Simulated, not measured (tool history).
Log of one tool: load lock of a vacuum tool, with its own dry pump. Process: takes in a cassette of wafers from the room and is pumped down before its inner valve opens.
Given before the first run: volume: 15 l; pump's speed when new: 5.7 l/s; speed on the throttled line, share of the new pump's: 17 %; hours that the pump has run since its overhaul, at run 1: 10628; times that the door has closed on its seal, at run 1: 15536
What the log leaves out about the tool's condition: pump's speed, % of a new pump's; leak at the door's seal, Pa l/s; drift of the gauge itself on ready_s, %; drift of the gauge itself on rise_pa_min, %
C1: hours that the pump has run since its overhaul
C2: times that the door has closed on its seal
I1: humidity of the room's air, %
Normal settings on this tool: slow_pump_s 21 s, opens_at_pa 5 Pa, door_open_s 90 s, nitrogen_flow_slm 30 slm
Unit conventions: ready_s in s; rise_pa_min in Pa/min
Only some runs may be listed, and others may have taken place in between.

Run 1, hour 0.0: usual settings; C1 10628; C2 15536; I1 44.1. Result: ready_s 43.5 s, rise_pa_min 0.042 Pa/min.
Run 2, hour 129.2: usual settings; C1 10757; C2 15874; I1 44.5. Result: ready_s 42.8 s, rise_pa_min 0.049 Pa/min.
Run 3, hour 208.2: usual settings but nitrogen_flow_slm 6 slm; C1 10836; C2 16080; I1 46.2. Result: ready_s 43.7 s, rise_pa_min 0.112 Pa/min.
Run 4, hour 374.2: usual settings but nitrogen_flow_slm 6 slm; C1 11002; C2 16514; I1 46.8. Result: ready_s 43.7 s, rise_pa_min 0.110 Pa/min.
Run 5, hour 519.9: usual settings but nitrogen_flow_slm 6 slm; C1 11148; C2 16895; I1 45.2. Result: ready_s 43.3 s, rise_pa_min 0.111 Pa/min.
Run 6, hour 617.9: usual settings but opens_at_pa 8 Pa; C1 11246; C2 17151; I1 46.0. Result: ready_s 41.7 s, rise_pa_min 0.051 Pa/min.
Run 7, hour 715.0: usual settings but slow_pump_s 26 s, door_open_s 37 s; C1 11343; C2 17404; I1 46.3. Result: ready_s 48.6 s, rise_pa_min 0.024 Pa/min.
Run 8, hour 877.0: usual settings but slow_pump_s 15 s, door_open_s 37 s; C1 11505; C2 17827; I1 45.6. Result: ready_s 38.5 s, rise_pa_min 0.030 Pa/min.
Run 9, hour 966.5: usual settings but slow_pump_s 15 s, door_open_s 37 s; C1 11595; C2 18061; I1 47.0. Result: ready_s 38.2 s, rise_pa_min 0.028 Pa/min.
Run 10, hour 1111.3: usual settings but slow_pump_s 15 s, opens_at_pa 10 Pa, door_open_s 37 s, nitrogen_flow_slm 44 slm; C1 11739; C2 18440; I1 44.2. Result: ready_s 36.7 s, rise_pa_min 0.023 Pa/min.
Run 11, hour 1248.7: usual settings but opens_at_pa 8 Pa, door_open_s 62 s, nitrogen_flow_slm 5 slm; C1 11877; C2 18799; I1 45.3. Result: ready_s 42.6 s, rise_pa_min 0.084 Pa/min.
Run 12, hour 1416.1: usual settings but opens_at_pa 8 Pa, door_open_s 232 s, nitrogen_flow_slm 25 slm; C1 12044; C2 19236; I1 42.9. Result: ready_s 41.6 s, rise_pa_min 0.093 Pa/min.

Below are 4 alternative next runs, each starting from the tool's condition after run 12. Predict each:
Run A, hour 1509.7: usual settings but door_open_s 31 s; C1 12138; C2 19481; I1 45.8. Result: ready_s ?, rise_pa_min ?.
Run B, hour 1509.7: usual settings but slow_pump_s 20 s, opens_at_pa 6 Pa, door_open_s 232 s, nitrogen_flow_slm 42 slm; C1 12138; C2 19481; I1 43.4. Result: ready_s ?, rise_pa_min ?.
Run C, hour 1509.7: usual settings but nitrogen_flow_slm 40 slm; C1 12138; C2 19481; I1 44.5. Result: ready_s ?, rise_pa_min ?.
Run D, hour 1509.7: usual settings but opens_at_pa 6 Pa, nitrogen_flow_slm 20 slm; C1 12138; C2 19481; I1 43.5. Result: ready_s ?, rise_pa_min ?.

run  ready_s  rise_pa_min
  A     43.5        0.023
  B     41.8        0.072
  C     43.6        0.036
  D     42.9        0.060
Take away the tool's hidden state, keep each run's random variation, and the runs would have read:
run  ready_s  rise_pa_min
  A     43.5        0.023
  B     41.8        0.071
  C     43.6        0.036
  D     42.9        0.060

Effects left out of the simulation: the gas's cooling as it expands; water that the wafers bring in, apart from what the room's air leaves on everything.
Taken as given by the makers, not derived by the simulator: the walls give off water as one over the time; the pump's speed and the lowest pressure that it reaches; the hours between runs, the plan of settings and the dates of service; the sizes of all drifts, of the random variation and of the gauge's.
